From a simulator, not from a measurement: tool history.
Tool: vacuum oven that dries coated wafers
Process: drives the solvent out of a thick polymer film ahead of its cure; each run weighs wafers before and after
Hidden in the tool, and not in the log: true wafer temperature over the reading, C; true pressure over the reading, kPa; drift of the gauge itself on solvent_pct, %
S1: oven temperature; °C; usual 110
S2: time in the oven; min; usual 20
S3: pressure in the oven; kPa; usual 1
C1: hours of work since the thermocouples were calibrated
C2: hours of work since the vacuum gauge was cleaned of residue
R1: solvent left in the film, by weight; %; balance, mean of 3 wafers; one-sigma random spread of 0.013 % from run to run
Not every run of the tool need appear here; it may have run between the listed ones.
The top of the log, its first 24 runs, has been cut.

Run 25, hour 934.9: usual settings but S2 29 min, S3 1.29 kPa; C1 442; C2 1122. Result: R1 2.81 %.
Run 26, hour 968.2: usual settings but S1 118 °C, S2 24 min, S3 2.02 kPa; C1 462; C2 1141. Result: R1 2.45 %.
Run 27, hour 995.2: usual settings but S1 114 °C, S2 14 min; C1 478; C2 1157. Result: R1 5.68 %.
Run 28, hour 1023.9: usual settings but S1 120 °C, S2 34 min, S3 0.59 kPa; C1 494; C2 1174. Result: R1 0.66 %.
Run 29, hour 1062.1: usual settings but S1 99 °C, S2 15 min, S3 1.3 kPa; C1 517; C2 1196. Result: R1 10.04 %.
Run 30, hour 1094.7: usual settings but S1 99 °C, S2 15 min, S3 1.04 kPa; C1 536; C2 1215. Result: R1 9.86 %.
Run 31, hour 1120.9: usual settings but S1 104 °C, S3 1.71 kPa; C1 551; C2 1230. Result: R1 6.79 %.
Run 32, hour 1141.8: usual settings but S1 104 °C, S2 17 min, S3 2.62 kPa; C1 563; C2 1242. Result: R1 8.47 %.
Run 33, hour 1191: usual settings but S3 2.69 kPa; C1 592; C2 1271. Result: R1 5.6 %.
Run 34, hour 1225.8: usual settings but S1 123 °C; C1 612; C2 1291. Result: R1 1.79 %.
Run 35, hour 1272.1: usual settings but S1 123 °C; C1 639; C2 1318. Result: R1 1.77 %.
Run 36, hour 1312.4: usual settings but S1 123 °C; C1 663; C2 1342. Result: R1 1.76 %.
Run 37, hour 1351.1: usual settings but S1 123 °C; C1 685; C2 1364. Result: R1 1.77 %.
Run 38, hour 1383.6: usual settings but S1 123 °C; C1 704; C2 1383. Result: R1 1.77 %.
Run 39, hour 1423.8: usual settings but S1 123 °C; C1 727; C2 1407. Result: R1 1.78 %.
Run 40, hour 1452.6: usual settings but S1 123 °C; C1 744; C2 1423. Result: R1 1.78 %.
Run 41, hour 1502.2: usual settings but S1 121 °C; C1 773; C2 1452. Result: R1 2.08 %.
Run 42, hour 1549.8: usual settings but S1 107 °C, S2 16 min, S3 1.06 kPa; C1 801; C2 1480. Result: R1 6.96 %.
Run 43, hour 1571.8: usual settings but S1 121 °C, S2 19 min; C1 814; C2 1493. Result: R1 2.3 %.
Run 44, hour 1595.6: usual settings but S1 121 °C, S2 19 min; C1 828; C2 1507. Result: R1 2.3 %.
Run 45, hour 1618.4: usual settings but S1 121 °C, S2 19 min, S3 2.09 kPa; C1 841; C2 1520. Result: R1 2.82 %.
Run 46, hour 1659: usual settings but S1 116 °C, S2 12 min, S3 1.11 kPa; C1 865; C2 1544. Result: R1 6.2 %.

Each row is a separate what-if for the run after 46, all from the same tool condition, not one after another. Results?
Run A, hour 1685.8: usual settings but S1 116 °C, S2 12 min, S3 3.83 kPa; C1 880; C2 1559. Result: R1 ?.
Run B, hour 1685.8: usual settings but S1 124 °C; C1 880; C2 1559. Result: R1 ?.
Run C, hour 1685.8: usual settings but S1 97 °C, S2 22 min, S3 2.64 kPa; C1 880; C2 1559. Result: R1 ?.

run    R1
  A  7.49
  B  1.62
  C  9.27
With the hidden condition removed and each run's random variation left untouched, the same runs would have given:
run    R1
  A   7.5
  B  1.62
  C  9.27
